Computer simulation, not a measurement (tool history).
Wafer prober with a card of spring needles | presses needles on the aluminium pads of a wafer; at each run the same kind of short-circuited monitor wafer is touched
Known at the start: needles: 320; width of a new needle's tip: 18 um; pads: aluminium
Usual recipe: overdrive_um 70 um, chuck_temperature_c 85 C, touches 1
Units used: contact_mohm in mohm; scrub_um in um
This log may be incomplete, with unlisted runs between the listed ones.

{"run": 1, "hour": 0.0, "overdrive_um": 70, "chuck_temperature_c": 85, "touches": 1, "contact_mohm": 139, "scrub_um": 11.42}
{"run": 2, "hour": 41.2, "overdrive_um": 75, "chuck_temperature_c": 85, "touches": 1, "contact_mohm": 140, "scrub_um": 12.09}
{"run": 3, "hour": 61.7, "overdrive_um": 70, "chuck_temperature_c": 85, "touches": 1, "contact_mohm": 139, "scrub_um": 11.39}
{"run": 4, "hour": 83.0, "overdrive_um": 70, "chuck_temperature_c": 85, "touches": 1, "contact_mohm": 140, "scrub_um": 11.39}
{"run": 5, "hour": 116.3, "overdrive_um": 70, "chuck_temperature_c": 85, "touches": 1, "contact_mohm": 139, "scrub_um": 11.41}
{"run": 6, "hour": 145.8, "overdrive_um": 70, "chuck_temperature_c": 85, "touches": 1, "contact_mohm": 137, "scrub_um": 11.38}
{"run": 7, "hour": 170.3, "overdrive_um": 73, "chuck_temperature_c": 85, "touches": 1, "contact_mohm": 142, "scrub_um": 11.85}
{"run": 8, "hour": 193.2, "overdrive_um": 73, "chuck_temperature_c": 85, "touches": 1, "contact_mohm": 137, "scrub_um": 11.89}
{"run": 9, "hour": 223.7, "overdrive_um": 70, "chuck_temperature_c": 85, "touches": 1, "contact_mohm": 141, "scrub_um": 11.35}
{"run": 10, "hour": 242.0, "overdrive_um": 70, "chuck_temperature_c": 85, "touches": 1, "contact_mohm": 142, "scrub_um": 11.34}
{"run": 11, "hour": 263.6, "overdrive_um": 70, "chuck_temperature_c": 85, "touches": 1, "contact_mohm": 141, "scrub_um": 11.39}
{"run": 12, "hour": 292.2, "overdrive_um": 70, "chuck_temperature_c": 85, "touches": 1, "contact_mohm": 143, "scrub_um": 11.35}
{"run": 13, "hour": 318.5, "overdrive_um": 70, "chuck_temperature_c": 85, "touches": 1, "contact_mohm": 139, "scrub_um": 11.4}
{"run": 14, "hour": 341.5, "overdrive_um": 70, "chuck_temperature_c": 85, "touches": 1, "contact_mohm": 140, "scrub_um": 11.26}
{"run": 15, "hour": 359.6, "overdrive_um": 70, "chuck_temperature_c": 63, "touches": 1, "contact_mohm": 139, "scrub_um": 11.4}
{"run": 16, "hour": 400.9, "overdrive_um": 67, "chuck_temperature_c": 63, "touches": 1, "contact_mohm": 137, "scrub_um": 10.97}
{"run": 17, "hour": 418.8, "overdrive_um": 80, "chuck_temperature_c": 95, "touches": 2, "contact_mohm": 138, "scrub_um": 12.94}
{"run": 18, "hour": 460.8, "overdrive_um": 88, "chuck_temperature_c": 79, "touches": 2, "contact_mohm": 137, "scrub_um": 14.3}
{"run": 19, "hour": 498.7, "overdrive_um": 76, "chuck_temperature_c": 47, "touches": 2, "contact_mohm": 132, "scrub_um": 12.37}
{"run": 20, "hour": 540.5, "overdrive_um": 76, "chuck_temperature_c": 47, "touches": 2, "contact_mohm": 132, "scrub_um": 12.35}
{"run": 21, "hour": 559.7, "overdrive_um": 60, "chuck_temperature_c": 110, "touches": 3, "contact_mohm": 146, "scrub_um": 9.8}
{"run": 22, "hour": 578.9, "overdrive_um": 60, "chuck_temperature_c": 110, "touches": 3, "contact_mohm": 145, "scrub_um": 9.75}
{"run": 23, "hour": 609.8, "overdrive_um": 57, "chuck_temperature_c": 96, "touches": 1, "contact_mohm": 146, "scrub_um": 9.21}
{"run": 24, "hour": 648.5, "overdrive_um": 71, "chuck_temperature_c": 123, "touches": 1, "contact_mohm": 147, "scrub_um": 11.51}
{"run": 25, "hour": 687.1, "overdrive_um": 71, "chuck_temperature_c": 123, "touches": 1, "contact_mohm": 145, "scrub_um": 11.42}
{"run": 26, "hour": 726.9, "overdrive_um": 71, "chuck_temperature_c": 123, "touches": 1, "contact_mohm": 144, "scrub_um": 11.53}
{"run": 27, "hour": 770.4, "overdrive_um": 57, "chuck_temperature_c": 46, "touches": 1, "contact_mohm": 135, "scrub_um": 9.23}
{"run": 28, "hour": 806.0, "overdrive_um": 57, "chuck_temperature_c": 46, "touches": 1, "contact_mohm": 137, "scrub_um": 9.23}

Removed from this log: 86 entries logged between the listed runs. Between which two listed runs does each belong, and how does the tool's hidden state at the listed run before it compare with that at the listed run after it?
Logged between run 1 and run 2: tips cleaned on abrasive film (hour 8.3); height of the first contact set anew (hour 16.5); tips cleaned on abrasive film (hour 18.7); tips cleaned on abrasive film (hour 29.0); tips cleaned on abrasive film (hour 39.2)
  way that the needles fall short of the set height, um: 0.02 -> 0
Logged between run 2 and run 3: tips cleaned on abrasive film (hour 49.5); tips cleaned on abrasive film (hour 59.8)
  debris on the tips, nm: 0.8 -> 0.9
Logged between run 3 and run 4: tips cleaned on abrasive film (hour 69.8); tips cleaned on abrasive film (hour 78.0)
  debris on the tips, nm: 0.9 -> 1.3; way that the needles fall short of the set height, um: 0 -> 0.01
Logged between run 4 and run 5: tips cleaned on abrasive film (hour 87.2); tips cleaned on abrasive film (hour 97.5); tips cleaned on abrasive film (hour 107.7); tips cleaned on abrasive film (hour 116.3)
  debris on the tips, nm: 1.3 -> 0.1
Logged between run 5 and run 6: tips cleaned on abrasive film (hour 124.5); tips cleaned on abrasive film (hour 134.6); tips cleaned on abrasive film (hour 144.9)
  debris on the tips, nm: 0.1 -> 0.5
Logged between run 6 and run 7: tips cleaned on abrasive film (hour 154.1); tips cleaned on abrasive film (hour 162.3)
  debris on the tips, nm: 0.5 -> 1.4
Logged between run 7 and run 8: tips cleaned on abrasive film (hour 172.4); tips cleaned on abrasive film (hour 182.6); tips cleaned on abrasive film (hour 192.9)
  debris on the tips, nm: 1.4 -> 0.2; way that the needles fall short of the set height, um: 0.01 -> 0.02; tips' diameter, um: 18.05 -> 18.06
Logged between run 8 and run 9: tips cleaned on abrasive film (hour 201.3); tips cleaned on abrasive film (hour 209.5); tips cleaned on abrasive film (hour 219.6)
  debris on the tips, nm: 0.2 -> 1.2
Logged between run 9 and run 10: tips cleaned on abrasive film (hour 228.1); tips cleaned on abrasive film (hour 236.4)
  debris on the tips, nm: 1.2 -> 1.3
Logged between run 10 and run 11: tips cleaned on abrasive film (hour 246.2); tips cleaned on abrasive film (hour 256.5)
  debris on the tips, nm: 1.3 -> 1.4
Logged between run 11 and run 12: tips cleaned on abrasive film (hour 265.7); tips cleaned on abrasive film (hour 274.0); tips cleaned on abrasive film (hour 284.3)
  no hidden state differs between the two runs
Logged between run 12 and run 13: tips cleaned on abrasive film (hour 294.4); height of the first contact set anew (hour 300.8); tips cleaned on abrasive film (hour 305.0); tips cleaned on abrasive film (hour 315.3)
  debris on the tips, nm: 1.4 -> 1.1; way that the needles fall short of the set height, um: 0.02 -> 0
Logged between run 13 and run 14: tips cleaned on abrasive film (hour 324.7); tips cleaned on abrasive film (hour 335.0)
  debris on the tips, nm: 1.1 -> 1.3
Logged between run 14 and run 15: tips cleaned on abrasive film (hour 343.6); tips cleaned on abrasive film (hour 353.8)
  debris on the tips, nm: 1.3 -> 1.4
Logged between run 15 and run 16: tips cleaned on abrasive film (hour 363.7); tips cleaned on abrasive film (hour 374.0); tips cleaned on abrasive film (hour 384.4); tips cleaned on abrasive film (hour 394.7)
  way that the needles fall short of the set height, um: 0 -> 0.01
Logged between run 16 and run 17: tips cleaned on abrasive film (hour 403.0); tips cleaned on abrasive film (hour 413.3)
  debris on the tips, nm: 1.4 -> 1.3
Logged between run 17 and run 18: tips cleaned on abrasive film (hour 422.9); tips cleaned on abrasive film (hour 433.1); tips cleaned on abrasive film (hour 443.2); tips cleaned on abrasive film (hour 453.5)
  debris on the tips, nm: 1.3 -> 1.4
Logged between run 18 and run 19: tips cleaned on abrasive film (hour 463.0); tips cleaned on abrasive film (hour 473.3); tips cleaned on abrasive film (hour 483.5); tips cleaned on abrasive film (hour 493.9)
  debris on the tips, nm: 1.4 -> 1.3; way that the needles fall short of the set height, um: 0.01 -> 0.02
Logged between run 19 and run 20: tips cleaned on abrasive film (hour 502.9); tips cleaned on abrasive film (hour 513.2); tips cleaned on abrasive film (hour 523.6); tips cleaned on abrasive film (hour 533.6)
  debris on the tips, nm: 1.3 -> 1.4; tips' diameter, um: 18.06 -> 18.07
Logged between run 20 and run 21: tips cleaned on abrasive film (hour 542.7); tips cleaned on abrasive film (hour 552.8)
  no hidden state differs between the two runs
Logged between run 21 and run 22: tips cleaned on abrasive film (hour 561.8); tips cleaned on abrasive film (hour 572.1)
  no hidden state differs between the two runs
Logged between run 22 and run 23: tips cleaned on abrasive film (hour 581.0); height of the first contact set anew (hour 585.4); tips cleaned on abrasive film (hour 591.6); tips cleaned on abrasive film (hour 601.8)
  way that the needles fall short of the set height, um: 0.02 -> 0
Logged between run 23 and run 24: tips cleaned on abrasive film (hour 611.8); tips cleaned on abrasive film (hour 621.9); tips cleaned on abrasive film (hour 632.2); tips cleaned on abrasive film (hour 640.5)
  way that the needles fall short of the set height, um: 0 -> 0.01
Logged between run 24 and run 25: tips cleaned on abrasive film (hour 650.6); tips cleaned on abrasive film (hour 660.7); tips cleaned on abrasive film (hour 668.9); tips cleaned on abrasive film (hour 679.3)
  no hidden state differs between the two runs
Logged between run 25 and run 26: tips cleaned on abrasive film (hour 689.3); tips cleaned on abrasive film (hour 699.3); tips cleaned on abrasive film (hour 709.4); tips cleaned on abrasive film (hour 717.7); tips cleaned on abrasive film (hour 726.9)
  debris on the tips, nm: 1.4 -> 0.1
Logged between run 26 and run 27: tips cleaned on abrasive film (hour 737.3); tips cleaned on abrasive film (hour 747.6); tips cleaned on abrasive film (hour 755.9); tips cleaned on abrasive film (hour 766.0)
  debris on the tips, nm: 0.1 -> 1.2; way that the needles fall short of the set height, um: 0.01 -> 0.02
Logged between run 27 and run 28: tips cleaned on abrasive film (hour 774.5); tips cleaned on abrasive film (hour 784.5); tips cleaned on abrasive film (hour 794.7); tips cleaned on abrasive film (hour 802.9)
  no hidden state differs between the two runs
